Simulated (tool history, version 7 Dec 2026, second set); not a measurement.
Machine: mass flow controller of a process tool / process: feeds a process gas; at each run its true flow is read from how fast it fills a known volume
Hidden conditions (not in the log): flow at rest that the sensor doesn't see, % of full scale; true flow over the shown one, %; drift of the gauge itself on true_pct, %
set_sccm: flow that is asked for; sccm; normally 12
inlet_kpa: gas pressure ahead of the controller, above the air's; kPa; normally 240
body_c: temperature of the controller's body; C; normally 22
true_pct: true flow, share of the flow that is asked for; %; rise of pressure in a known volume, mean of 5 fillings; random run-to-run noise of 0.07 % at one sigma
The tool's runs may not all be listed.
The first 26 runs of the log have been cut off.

| run | day | set_sccm | inlet_kpa | body_c | hours of work since the controller was set to zero | hours of work since the controller was changed | true_pct |
|---|---|---|---|---|---|---|---|
| 27 | 183.396 | 10 | 276 | 26 | 3570 | 3570 | 99.38 |
| 28 | 192.538 | 6 | 272 | 30 | 3704 | 3704 | 98.61 |
| 29 | 201.988 | 10 | 240 | 35 | 3843 | 3843 | 99.97 |
| 30 | 210.338 | 17 | 227 | 21 | 3965 | 3965 | 100.35 |
| 31 | 217.733 | 8 | 145 | 38 | 4073 | 4073 | 99.93 |
| 32 | 226.538 | 6 | 189 | 38 | 4203 | 4203 | 99.31 |
| 33 | 236.279 | 6 | 189 | 34 | 4345 | 4345 | 99.07 |
| 34 | 241.867 | 6 | 189 | 34 | 4427 | 4427 | 99.05 |
| 35 | 249.338 | 6 | 189 | 34 | 4537 | 4537 | 98.96 |
| 36 | 256.15 | 8 | 226 | 25 | 4636 | 4636 | 99.01 |

What if the next run were any one of these 3? Each begins from the tool's condition after run 36:
|  | 257.467 | controller's zero set anew |
| A | 262.133 | 17 | 239 | 25 | 68 | 4724 | ? |
|  | 257.467 | controller's zero set anew |
| B | 262.133 | 9 | 180 | 21 | 68 | 4724 | ? |
|  | 257.467 | controller's zero set anew |
| C | 262.133 | 8 | 208 | 25 | 68 | 4724 | ? |

| run | true_pct |
|---|---|
| A | 101.4 |
| B | 100.44 |
| C | 100.57 |
With the hidden condition removed and each run's random variation left untouched, the same runs would have given:
| run | true_pct |
|---|---|
| A | 99.52 |
| B | 98.57 |
| C | 98.71 |

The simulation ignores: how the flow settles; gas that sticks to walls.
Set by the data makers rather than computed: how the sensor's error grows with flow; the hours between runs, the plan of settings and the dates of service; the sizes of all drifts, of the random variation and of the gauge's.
